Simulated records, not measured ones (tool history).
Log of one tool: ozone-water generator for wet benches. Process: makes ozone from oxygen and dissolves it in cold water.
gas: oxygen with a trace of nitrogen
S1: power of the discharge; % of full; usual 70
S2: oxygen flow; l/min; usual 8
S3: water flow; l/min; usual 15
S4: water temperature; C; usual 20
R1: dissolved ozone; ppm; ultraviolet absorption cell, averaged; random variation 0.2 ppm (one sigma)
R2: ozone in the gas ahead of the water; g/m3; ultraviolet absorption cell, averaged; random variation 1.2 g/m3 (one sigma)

run	day	S1	S2	S3	S4	R1	R2
1	0	70	8	15	20	28.5	209.5
2	2.408	72	8	15	20	29.8	216.5
3	4.362	72	8	15	20	29.6	217.5
4	6.875	70	8	15	20	28.6	213.6
5	8.808	70	8	15	20	28.8	211.5
6	11.192	70	8	15	20	28.9	213.9
# day 12.275: water thermometer calibrated
7	13.138	70	8	15	20	28.7	211.8
8	14.3	70	8	15	20	28.7	214.9
9	16.638	70	8	15	20	29.1	214
10	18.358	70	8	15	20	28.8	213.7
# day 19.775: contactor cleaned
11	20.375	48	8	15	20	20.1	151
12	22.854	70	12.62	15	20	28	186.2
# day 23.392: gauge calibrated
13	23.962	70	12.62	15	20	28.3	178
14	25.138	70	8	15	20	28.7	210.5
15	27.754	70	8	24	20	20.4	209.4
16	30.083	70	8	15	14	32.8	209.8
17	32.1	70	8	15	14	32.8	211.5
18	33.508	79	8	18	17	29.9	238.9
19	35.246	79	8	18	17	30.2	238.4
20	37.733	79	8	18	17	30	240.7
21	39.271	70	5.83	14	17	31.1	239.1
22	40.438	70	5.83	14	17	31.3	240
23	41.896	63	5.83	14	17	28.6	216.7
24	44.125	42	12.67	15	27	14.9	113.5
25	46.375	92	8	17	13	38.7	280.1
26	47.508	59	7.53	20	25	18.3	186.2
27	49.712	59	7.53	20	25	18.3	187.4
28	50.888	62	8	15	20	25.6	193.8
29	53.1	62	8	15	20	25.8	192.3
30	54.833	62	8	15	20	25.7	195.4
31	56.3	47	8	15	19	20.2	149.5
32	58.146	73	8	15	19	30.8	227.9

Forecast each of these 4 alternatives for the next run:
A	60.175	70	8	11	20	?	?
B	60.175	68	10.11	15	20	?	?
C	60.175	51	8.55	15	13	?	?
D	60.175	63	7.71	15	19	?	?

run	R1	R2
A	34.5	216.9
B	27.6	195.3
C	24.5	157.6
D	26.8	201.1
Without the tool's hidden state the same runs would have given:
run	R1	R2
A	34.5	207.6
B	27.6	186.9
C	24.5	150.7
D	26.8	192.5

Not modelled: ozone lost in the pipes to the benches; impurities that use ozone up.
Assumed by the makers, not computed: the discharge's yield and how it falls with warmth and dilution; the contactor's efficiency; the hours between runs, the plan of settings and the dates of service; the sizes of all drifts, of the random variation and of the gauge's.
